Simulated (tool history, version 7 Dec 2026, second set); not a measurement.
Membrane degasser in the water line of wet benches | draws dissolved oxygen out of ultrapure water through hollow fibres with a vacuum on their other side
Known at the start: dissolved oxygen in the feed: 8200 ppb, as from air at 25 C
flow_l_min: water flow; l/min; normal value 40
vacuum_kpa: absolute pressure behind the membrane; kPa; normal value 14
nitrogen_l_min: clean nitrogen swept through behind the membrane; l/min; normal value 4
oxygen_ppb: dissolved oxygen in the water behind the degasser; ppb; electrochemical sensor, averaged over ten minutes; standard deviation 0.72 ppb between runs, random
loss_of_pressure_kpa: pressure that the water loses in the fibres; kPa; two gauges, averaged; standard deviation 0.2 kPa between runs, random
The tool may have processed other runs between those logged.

{"run": 1, "hour": 0.0, "flow_l_min": 40, "vacuum_kpa": 14, "nitrogen_l_min": 4, "oxygen_ppb": 251.7, "loss_of_pressure_kpa": 43.7}
{"run": 2, "hour": 166.5, "flow_l_min": 40, "vacuum_kpa": 14, "nitrogen_l_min": 4, "oxygen_ppb": 253.8, "loss_of_pressure_kpa": 43.7}
{"run": 3, "hour": 319.7, "flow_l_min": 40, "vacuum_kpa": 14, "nitrogen_l_min": 4, "oxygen_ppb": 253.3, "loss_of_pressure_kpa": 44.09}
{"run": 4, "hour": 480.9, "flow_l_min": 40, "vacuum_kpa": 14, "nitrogen_l_min": 4, "oxygen_ppb": 255.4, "loss_of_pressure_kpa": 43.82}
{"run": 5, "hour": 644.0, "flow_l_min": 40, "vacuum_kpa": 25, "nitrogen_l_min": 4, "oxygen_ppb": 497.5, "loss_of_pressure_kpa": 43.76}
{"run": 6, "hour": 795.5, "flow_l_min": 40, "vacuum_kpa": 14, "nitrogen_l_min": 11.49, "oxygen_ppb": 97, "loss_of_pressure_kpa": 44.13}
{"run": 7, "hour": 1123.8, "flow_l_min": 40, "vacuum_kpa": 14, "nitrogen_l_min": 11.49, "oxygen_ppb": 96.9, "loss_of_pressure_kpa": 44.13}
{"run": 8, "hour": 1281.1, "flow_l_min": 40, "vacuum_kpa": 14, "nitrogen_l_min": 11.49, "oxygen_ppb": 96.8, "loss_of_pressure_kpa": 44}
{"run": 9, "hour": 1537.9, "flow_l_min": 40, "vacuum_kpa": 14, "nitrogen_l_min": 4, "oxygen_ppb": 253.8, "loss_of_pressure_kpa": 44.21}
{"run": 10, "hour": 1708.4, "flow_l_min": 40, "vacuum_kpa": 14, "nitrogen_l_min": 2.36, "oxygen_ppb": 405.9, "loss_of_pressure_kpa": 43.85}
{"run": 11, "hour": 1911.0, "flow_l_min": 40, "vacuum_kpa": 14, "nitrogen_l_min": 2.36, "oxygen_ppb": 406.1, "loss_of_pressure_kpa": 44.29}
{"run": 12, "hour": 2165.3, "flow_l_min": 40, "vacuum_kpa": 14, "nitrogen_l_min": 4, "oxygen_ppb": 257.5, "loss_of_pressure_kpa": 44.1}
{"run": 13, "hour": 2409.1, "flow_l_min": 40, "vacuum_kpa": 14, "nitrogen_l_min": 7.89, "oxygen_ppb": 137.4, "loss_of_pressure_kpa": 44.09}
{"run": 14, "hour": 2656.1, "flow_l_min": 40, "vacuum_kpa": 14, "nitrogen_l_min": 4, "oxygen_ppb": 257.4, "loss_of_pressure_kpa": 44.39}
{"run": 15, "hour": 2840.2, "flow_l_min": 40, "vacuum_kpa": 14, "nitrogen_l_min": 4, "oxygen_ppb": 256.2, "loss_of_pressure_kpa": 44.55}
{"run": 16, "hour": 3150.5, "flow_l_min": 40, "vacuum_kpa": 14, "nitrogen_l_min": 3.84, "oxygen_ppb": 267, "loss_of_pressure_kpa": 44.8}
{"run": 17, "hour": 3330.6, "flow_l_min": 40, "vacuum_kpa": 14, "nitrogen_l_min": 6.09, "oxygen_ppb": 176.1, "loss_of_pressure_kpa": 44.81}
{"run": 18, "hour": 3471.4, "flow_l_min": 39, "vacuum_kpa": 14.5, "nitrogen_l_min": 9.26, "oxygen_ppb": 121.4, "loss_of_pressure_kpa": 43.93}
{"run": 19, "hour": 3659.9, "flow_l_min": 40, "vacuum_kpa": 14, "nitrogen_l_min": 9.22, "oxygen_ppb": 120.5, "loss_of_pressure_kpa": 44.97}
{"run": 20, "hour": 3910.0, "flow_l_min": 40, "vacuum_kpa": 14, "nitrogen_l_min": 9.22, "oxygen_ppb": 120.2, "loss_of_pressure_kpa": 44.56}
{"run": 21, "hour": 4156.9, "flow_l_min": 53, "vacuum_kpa": 20.8, "nitrogen_l_min": 9.22, "oxygen_ppb": 252.5, "loss_of_pressure_kpa": 59.63}
{"run": 22, "hour": 4372.5, "flow_l_min": 53, "vacuum_kpa": 30.6, "nitrogen_l_min": 1.8, "oxygen_ppb": 1470.3, "loss_of_pressure_kpa": 60.01}
{"run": 23, "hour": 4656.1, "flow_l_min": 40, "vacuum_kpa": 11.1, "nitrogen_l_min": 2.77, "oxygen_ppb": 268, "loss_of_pressure_kpa": 44.85}
{"run": 24, "hour": 4812.4, "flow_l_min": 40, "vacuum_kpa": 11.1, "nitrogen_l_min": 2.77, "oxygen_ppb": 267.3, "loss_of_pressure_kpa": 45.35}
{"run": 25, "hour": 4980.2, "flow_l_min": 26, "vacuum_kpa": 14, "nitrogen_l_min": 4, "oxygen_ppb": 172.6, "loss_of_pressure_kpa": 29.62}
{"run": 26, "hour": 5159.5, "flow_l_min": 35, "vacuum_kpa": 11.1, "nitrogen_l_min": 5.56, "oxygen_ppb": 126, "loss_of_pressure_kpa": 39.47}
{"hour": 5232.9, "done": "vacuum gauge calibrated"}
{"run": 27, "hour": 5480.7, "flow_l_min": 24, "vacuum_kpa": 26.1, "nitrogen_l_min": 4, "oxygen_ppb": 326.3, "loss_of_pressure_kpa": 27.33}
{"run": 28, "hour": 5806.0, "flow_l_min": 38, "vacuum_kpa": 11.6, "nitrogen_l_min": 2.91, "oxygen_ppb": 252.5, "loss_of_pressure_kpa": 43.09}
{"run": 29, "hour": 5952.3, "flow_l_min": 27, "vacuum_kpa": 22.4, "nitrogen_l_min": 2.01, "oxygen_ppb": 569.3, "loss_of_pressure_kpa": 30.75}
{"run": 30, "hour": 6197.0, "flow_l_min": 48, "vacuum_kpa": 13.6, "nitrogen_l_min": 2.03, "oxygen_ppb": 519.3, "loss_of_pressure_kpa": 54.95}
{"hour": 6223.7, "done": "seals of the vacuum lines changed"}
{"run": 31, "hour": 6502.8, "flow_l_min": 63, "vacuum_kpa": 21.8, "nitrogen_l_min": 3.73, "oxygen_ppb": 678.2, "loss_of_pressure_kpa": 71.87}
{"run": 32, "hour": 6728.1, "flow_l_min": 63, "vacuum_kpa": 21.8, "nitrogen_l_min": 3.73, "oxygen_ppb": 680.2, "loss_of_pressure_kpa": 72.7}
{"run": 33, "hour": 7021.7, "flow_l_min": 34, "vacuum_kpa": 14, "nitrogen_l_min": 2.35, "oxygen_ppb": 350.3, "loss_of_pressure_kpa": 38.97}

Here are 3 independent what-if runs from the current tool condition. What would each one return?
{"run": "A", "hour": 7330.9, "flow_l_min": 34, "vacuum_kpa": 9.6, "nitrogen_l_min": 2.35, "oxygen_ppb": "?", "loss_of_pressure_kpa": "?"}
{"run": "B", "hour": 7330.9, "flow_l_min": 32, "vacuum_kpa": 22.8, "nitrogen_l_min": 3.03, "oxygen_ppb": "?", "loss_of_pressure_kpa": "?"}
{"run": "C", "hour": 7330.9, "flow_l_min": 35, "vacuum_kpa": 14, "nitrogen_l_min": 7.52, "oxygen_ppb": "?", "loss_of_pressure_kpa": "?"}

run=A oxygen_ppb=213.5 loss_of_pressure_kpa=39.47
run=B oxygen_ppb=467.3 loss_of_pressure_kpa=36.6
run=C oxygen_ppb=126.2 loss_of_pressure_kpa=40.35
Without the tool's hidden state the same runs would have given:
run=A oxygen_ppb=210.3 loss_of_pressure_kpa=36.29
run=B oxygen_ppb=464 loss_of_pressure_kpa=33.61
run=C oxygen_ppb=123.4 loss_of_pressure_kpa=37.07

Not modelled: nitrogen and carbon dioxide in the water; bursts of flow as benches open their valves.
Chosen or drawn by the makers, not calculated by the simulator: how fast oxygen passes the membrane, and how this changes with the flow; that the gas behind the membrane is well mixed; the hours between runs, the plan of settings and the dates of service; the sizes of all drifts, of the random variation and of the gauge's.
